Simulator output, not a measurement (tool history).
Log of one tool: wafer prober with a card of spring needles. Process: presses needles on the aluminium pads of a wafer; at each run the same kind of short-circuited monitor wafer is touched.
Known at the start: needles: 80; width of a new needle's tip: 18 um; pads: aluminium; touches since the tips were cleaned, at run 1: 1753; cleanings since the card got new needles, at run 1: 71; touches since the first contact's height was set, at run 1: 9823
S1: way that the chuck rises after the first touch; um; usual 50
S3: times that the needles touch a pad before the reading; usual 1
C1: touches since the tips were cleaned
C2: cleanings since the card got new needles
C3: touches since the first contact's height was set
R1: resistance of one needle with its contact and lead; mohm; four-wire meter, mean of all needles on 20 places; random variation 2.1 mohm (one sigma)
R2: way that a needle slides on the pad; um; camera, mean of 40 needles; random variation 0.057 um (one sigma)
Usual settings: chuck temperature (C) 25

run 1 day=0 | S1=50 chuck_temperature_(C)=25 S3=1 | C1=1753 C2=71 C3=9823 | R1=302 R2=11.44
-- day=1.254 tips cleaned on abrasive film
-- day=2.946 tips cleaned on abrasive film
run 2 day=3.046 | S1=50 chuck_temperature_(C)=25 S3=2 | C1=519 C2=73 C3=25568 | R1=256 R2=11.34
-- day=4.633 tips cleaned on abrasive film
run 3 day=5.138 | S1=50 chuck_temperature_(C)=25 S3=2 | C1=2606 C2=74 C3=36393 | R1=281 R2=11.25
-- day=6.296 tips cleaned on abrasive film
run 4 day=6.658 | S1=50 chuck_temperature_(C)=25 S3=2 | C1=1876 C2=75 C3=44266 | R1=273 R2=11.32
-- day=8.017 tips cleaned on abrasive film
run 5 day=9.275 | S1=50 chuck_temperature_(C)=25 S3=2 | C1=6533 C2=76 C3=57825 | R1=311 R2=11.22
-- day=9.717 tips cleaned on abrasive film
-- day=11.317 tips cleaned on abrasive film
run 6 day=11.35 | S1=50 chuck_temperature_(C)=25 S3=2 | C1=160 C2=78 C3=68523 | R1=246 R2=11.29
-- day=13.071 tips cleaned on abrasive film
run 7 day=13.483 | S1=50 chuck_temperature_(C)=25 S3=1 | C1=2142 C2=79 C3=79576 | R1=309 R2=11.25
-- day=14.767 tips cleaned on abrasive film
run 8 day=15.796 | S1=50 chuck_temperature_(C)=120 S3=1 | C1=5339 C2=80 C3=91540 | R1=367 R2=11.23
-- day=16.375 tips cleaned on abrasive film
run 9 day=17.688 | S1=50 chuck_temperature_(C)=120 S3=1 | C1=6806 C2=81 C3=101338 | R1=370 R2=11.15
-- day=17.988 tips cleaned on abrasive film
-- day=19.596 tips cleaned on abrasive film
run 10 day=20.204 | S1=50 chuck_temperature_(C)=25 S3=1 | C1=3149 C2=83 C3=114341 | R1=332 R2=11.22
-- day=20.492 height of the first contact set anew
-- day=21.317 tips cleaned on abrasive film
-- day=23.012 tips cleaned on abrasive film
run 11 day=23.317 | S1=50 chuck_temperature_(C)=25 S3=1 | C1=1571 C2=85 C3=14614 | R1=311 R2=10.95
-- day=24.704 tips cleaned on abrasive film
run 12 day=25.425 | S1=50 chuck_temperature_(C)=25 S3=1 | C1=3736 C2=86 C3=25532 | R1=345 R2=10.92
-- day=26.317 tips cleaned on abrasive film
-- day=28.004 tips cleaned on abrasive film
run 13 day=28.004 | S1=50 chuck_temperature_(C)=25 S3=1 | C1=0 C2=88 C3=38858 | R1=251 R2=10.8
-- day=29.683 tips cleaned on abrasive film
run 14 day=30.529 | S1=50 chuck_temperature_(C)=25 S3=1 | C1=4374 C2=89 C3=51927 | R1=355 R2=10.79
-- day=31.388 tips cleaned on abrasive film
run 15 day=32.138 | S1=50 chuck_temperature_(C)=25 S3=1 | C1=3886 C2=90 C3=60246 | R1=340 R2=10.84
-- day=33.038 tips cleaned on abrasive film
-- day=34.625 tips cleaned on abrasive film
run 16 day=35.15 | S1=68 chuck_temperature_(C)=43 S3=1 | C1=2712 C2=92 C3=75819 | R1=290 R2=14.81
-- day=36.458 tips cleaned on abrasive film
-- day=37.85 height of the first contact set anew, once more
-- day=38.092 tips cleaned on abrasive film
run 17 day=38.121 | S1=54 chuck_temperature_(C)=40 S3=1 | C1=139 C2=94 C3=1377 | R1=251 R2=12.3
-- day=39.779 tips cleaned on abrasive film
run 18 day=40.65 | S1=35 chuck_temperature_(C)=76 S3=1 | C1=4530 C2=95 C3=14481 | R1=469 R2=7.99
-- day=41.571 tips cleaned on abrasive film
-- day=43.262 tips cleaned on abrasive film
run 19 day=43.362 | S1=43 chuck_temperature_(C)=25 S3=2 | C1=521 C2=97 C3=28505 | R1=262 R2=9.7
-- day=44.917 tips cleaned on abrasive film
run 20 day=46.058 | S1=43 chuck_temperature_(C)=25 S3=2 | C1=5913 C2=98 C3=42448 | R1=344 R2=9.66
-- day=46.725 tips cleaned on abrasive film
-- day=48.296 tips cleaned on abrasive film
run 21 day=49.071 | S1=44 chuck_temperature_(C)=52 S3=2 | C1=4022 C2=100 C3=58045 | R1=325 R2=9.92
-- day=49.892 tips cleaned on abrasive film
run 22 day=50.646 | S1=30 chuck_temperature_(C)=25 S3=1 | C1=3915 C2=101 C3=66186 | R1=554 R2=6.77
-- day=51.488 tips cleaned on abrasive film
run 23 day=52.758 | S1=30 chuck_temperature_(C)=25 S3=1 | C1=6599 C2=102 C3=77121 | R1=629 R2=6.68
-- day=53.183 tips cleaned on abrasive film
-- day=54.888 tips cleaned on abrasive film
run 24 day=55.896 | S1=30 chuck_temperature_(C)=25 S3=1 | C1=5232 C2=104 C3=93342 | R1=590 R2=6.69
-- day=56.6 tips cleaned on abrasive film
run 25 day=57.4 | S1=58 chuck_temperature_(C)=29 S3=3 | C1=4152 C2=105 C3=101131 | R1=266 R2=12.94
-- day=58.242 tips cleaned on abrasive film
run 26 day=59.621 | S1=45 chuck_temperature_(C)=25 S3=1 | C1=7155 C2=106 C3=112621 | R1=417 R2=9.98
-- day=59.908 tips cleaned on abrasive film
-- day=61.008 height of the first contact set anew
-- day=61.729 tips cleaned on abrasive film
run 27 day=62.371 | S1=34 chuck_temperature_(C)=60 S3=3 | C1=3328 C2=108 C3=7046 | R1=333 R2=7.77
-- day=63.433 tips cleaned on abrasive film
run 28 day=64.625 | S1=34 chuck_temperature_(C)=60 S3=3 | C1=6170 C2=109 C3=18712 | R1=352 R2=7.77
-- day=65.108 tips cleaned on abrasive film
run 29 day=66.362 | S1=45 chuck_temperature_(C)=74 S3=3 | C1=6505 C2=110 C3=27714 | R1=311 R2=10.24
-- day=66.775 tips cleaned on abrasive film
-- day=68.338 tips cleaned on abrasive film
run 30 day=69.004 | S1=45 chuck_temperature_(C)=74 S3=3 | C1=3455 C2=112 C3=41358 | R1=303 R2=10.13

Forecast each of these 4 alternatives for the next run:
-- day=69.917 tips cleaned on abrasive film
run A day=71.362 | S1=50 chuck_temperature_(C)=25 S3=1 | C1=7499 C2=113 C3=53563 | R1=? R2=?
-- day=69.917 tips cleaned on abrasive film
run B day=71.362 | S1=50 chuck_temperature_(C)=33 S3=1 | C1=7499 C2=113 C3=53563 | R1=? R2=?
-- day=69.917 tips cleaned on abrasive film
run C day=71.362 | S1=63 chuck_temperature_(C)=100 S3=1 | C1=7499 C2=113 C3=53563 | R1=? R2=?
-- day=69.917 tips cleaned on abrasive film
run D day=71.362 | S1=34 chuck_temperature_(C)=62 S3=1 | C1=7499 C2=113 C3=53563 | R1=? R2=?

run=A R1=373 R2=11.38
run=B R1=373 R2=11.27
run=C R1=332 R2=14.2
run=D R1=530 R2=7.65
Without the tool's hidden state the same runs would have given:
run=A R1=235 R2=11.5
run=B R1=236 R2=11.4
run=C R1=250 R2=14.32
run=D R1=256 R2=7.78

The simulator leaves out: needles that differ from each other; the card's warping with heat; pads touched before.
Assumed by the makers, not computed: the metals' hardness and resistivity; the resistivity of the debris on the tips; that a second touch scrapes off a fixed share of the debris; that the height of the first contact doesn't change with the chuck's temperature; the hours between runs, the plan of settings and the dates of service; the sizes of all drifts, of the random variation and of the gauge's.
